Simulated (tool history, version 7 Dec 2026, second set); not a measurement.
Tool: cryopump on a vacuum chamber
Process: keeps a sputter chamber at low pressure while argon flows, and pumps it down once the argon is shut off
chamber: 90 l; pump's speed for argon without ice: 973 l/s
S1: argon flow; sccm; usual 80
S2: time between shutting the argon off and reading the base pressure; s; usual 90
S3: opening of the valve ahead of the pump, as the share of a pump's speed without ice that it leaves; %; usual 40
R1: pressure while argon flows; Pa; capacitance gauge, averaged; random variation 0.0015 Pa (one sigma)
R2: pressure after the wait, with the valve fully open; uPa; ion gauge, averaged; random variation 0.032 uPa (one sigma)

run,day,S1,S2,S3,R1,R2
1,0.000,80,90,40,0.3937,5.82
2,1.333,80,90,17,0.8630,5.92
3,2.729,80,90,33,0.4677,6.13
4,3.333,80,90,33,0.4733,6.04
5,4.162,80,90,40,0.4014,6.36
6,5.067,80,90,40,0.4015,6.15
7,5.958,151,26,54,0.5905,9.76
8,7.142,80,49,15,0.9867,7.86
9,8.358,80,49,15,0.9870,7.60
10,9.712,132,290,40,0.6753,5.91
# day 10.350: leaking fittings of the chamber tightened, without venting
11,10.925,132,47,40,0.6805,3.22
12,11.521,132,47,40,0.6872,3.16

4 ways to go on from here, each from the tool as it stands after run 12. What would each give?
# day 12.188: pump warmed up, emptied and cooled again
A,13.133,138,295,24,?,?
# day 12.188: pump warmed up, emptied and cooled again
B,13.133,80,70,40,?,?
# day 12.188: pump warmed up, emptied and cooled again
C,13.133,120,114,40,?,?
# day 12.188: pump warmed up, emptied and cooled again
D,13.133,115,47,19,?,?

run,R1,R2
A,1.0088,0.89
B,0.3519,2.19
C,0.5255,1.49
D,1.0563,3.01
Without the tool's hidden state the same runs would have given:
run,R1,R2
A,1.0042,0.72
B,0.3493,2.01
C,0.5215,1.32
D,1.0525,2.84
